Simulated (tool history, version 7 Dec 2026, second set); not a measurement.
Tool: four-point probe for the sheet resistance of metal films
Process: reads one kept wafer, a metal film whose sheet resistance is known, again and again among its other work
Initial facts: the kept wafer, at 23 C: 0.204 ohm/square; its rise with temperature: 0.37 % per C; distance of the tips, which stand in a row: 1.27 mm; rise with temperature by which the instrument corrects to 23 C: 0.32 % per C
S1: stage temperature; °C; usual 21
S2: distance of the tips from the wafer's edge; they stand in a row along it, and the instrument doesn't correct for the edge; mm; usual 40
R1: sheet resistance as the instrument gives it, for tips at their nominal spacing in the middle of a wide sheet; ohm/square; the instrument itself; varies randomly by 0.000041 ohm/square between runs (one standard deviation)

run 1 day=0.000 | S1=21 S2=40 | R1=0.203465
run 2 day=2.812 | S1=30 S2=40 | R1=0.204339
run 3 day=7.371 | S1=30 S2=40 | R1=0.204308
run 4 day=10.250 | S1=27 S2=40 | R1=0.204088
run 5 day=14.312 | S1=27 S2=40 | R1=0.204116
run 6 day=17.042 | S1=27 S2=40 | R1=0.204161
run 7 day=19.796 | S1=27 S2=40 | R1=0.204137
run 8 day=23.471 | S1=21 S2=40 | R1=0.203611
run 9 day=28.254 | S1=21 S2=40 | R1=0.203581
run 10 day=30.842 | S1=21 S2=40 | R1=0.203664
run 11 day=34.100 | S1=21 S2=40 | R1=0.203651
run 12 day=38.604 | S1=21 S2=12 | R1=0.204794
run 13 day=42.425 | S1=21 S2=12 | R1=0.204853
run 14 day=45.996 | S1=21 S2=12 | R1=0.204872
run 15 day=48.267 | S1=28 S2=40 | R1=0.204456
run 16 day=50.938 | S1=28 S2=40 | R1=0.204443
run 17 day=53.475 | S1=28 S2=40 | R1=0.204540
run 18 day=57.117 | S1=29 S2=6 | R1=0.209311
run 19 day=60.738 | S1=27 S2=68 | R1=0.204362
run 20 day=64.988 | S1=27 S2=68 | R1=0.204481
run 21 day=67.508 | S1=27 S2=68 | R1=0.204426
run 22 day=71.112 | S1=29 S2=19 | R1=0.205063
run 23 day=75.846 | S1=31 S2=17 | R1=0.205412
-- day=78.242 stage's thermometer calibrated
run 24 day=78.888 | S1=31 S2=17 | R1=0.205622
-- day=81.875 new probe head fitted
run 25 day=82.450 | S1=34 S2=25 | R1=0.205273
run 26 day=85.042 | S1=34 S2=25 | R1=0.205301
run 27 day=88.417 | S1=35 S2=8 | R1=0.207882
run 28 day=91.892 | S1=29 S2=30 | R1=0.204861

For run 29, what comes out?
run 29 day=94.292 | S1=29 S2=30 | R1=?

{"run 29": {"R1": 0.204885}}
Without the tool's hidden state the same run would have given R1 0.204815 ohm/square.

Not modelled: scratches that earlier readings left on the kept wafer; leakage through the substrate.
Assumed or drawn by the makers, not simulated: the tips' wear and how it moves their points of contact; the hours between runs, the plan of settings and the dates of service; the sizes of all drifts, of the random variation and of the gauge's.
